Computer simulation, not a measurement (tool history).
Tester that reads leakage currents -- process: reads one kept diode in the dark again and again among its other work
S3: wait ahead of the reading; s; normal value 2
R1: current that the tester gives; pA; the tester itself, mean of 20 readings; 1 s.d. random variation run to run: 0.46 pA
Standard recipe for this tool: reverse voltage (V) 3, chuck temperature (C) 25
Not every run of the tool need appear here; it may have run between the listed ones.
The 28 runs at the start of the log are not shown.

Run 29, hour 679.3: usual settings but reverse voltage (V) 4.54, chuck temperature (C) 26, S3 6.31 s. Result: R1 202.56 pA.
Run 30, hour 709.9: usual settings but reverse voltage (V) 15.86, S3 5.3 s. Result: R1 318.32 pA.
Run 31, hour 743.8: usual settings but reverse voltage (V) 15.86, S3 5.3 s. Result: R1 320.03 pA.
Run 32, hour 779.6: usual settings but chuck temperature (C) 59. Result: R1 2074.43 pA.
Run 33, hour 797.1: usual settings but reverse voltage (V) 12.66, chuck temperature (C) 40, S3 0.31 s. Result: R1 949.13 pA.
Run 34, hour 828.1: usual settings but reverse voltage (V) 3.02, chuck temperature (C) 40, S3 0.31 s. Result: R1 527.89 pA.
Run 35, hour 853.3: usual settings but reverse voltage (V) 3.02, chuck temperature (C) 40, S3 1.9 s. Result: R1 527.48 pA.
Run 36, hour 883.7: usual settings but reverse voltage (V) 9.61. Result: R1 259.3 pA.
Run 37, hour 908.1: usual settings but reverse voltage (V) 1.36. Result: R1 114.67 pA.
Run 38, hour 943.8: usual settings but reverse voltage (V) 1.36. Result: R1 115.35 pA.
Run 39, hour 968.7: usual settings but S3 8.28 s. Result: R1 160.17 pA.
Run 40, hour 985.8: usual settings but chuck temperature (C) 20, S3 6.4 s. Result: R1 105.25 pA.
Run 41, hour 1013.4: usual settings but reverse voltage (V) 19.98, chuck temperature (C) 41, S3 6.81 s. Result: R1 1231.03 pA.

Below are 3 alternative next runs, each starting from the tool's condition after run 41. Predict each:
Run A, hour 1030.6: usual settings but reverse voltage (V) 2.46, chuck temperature (C) 41, S3 6.81 s. Result: R1 ?.
Run B, hour 1030.6: usual settings but reverse voltage (V) 5.17, chuck temperature (C) 30, S3 0.47 s. Result: R1 ?.
Run C, hour 1030.6: usual settings but reverse voltage (V) 1.52, chuck temperature (C) 41, S3 6.81 s. Result: R1 ?.

run      R1
  A  527.74
  B  303.69
  C  435.84
Without the tool's unlogged condition, the same runs would have read:
run      R1
  A   511.3
  B  287.52
  C  423.09
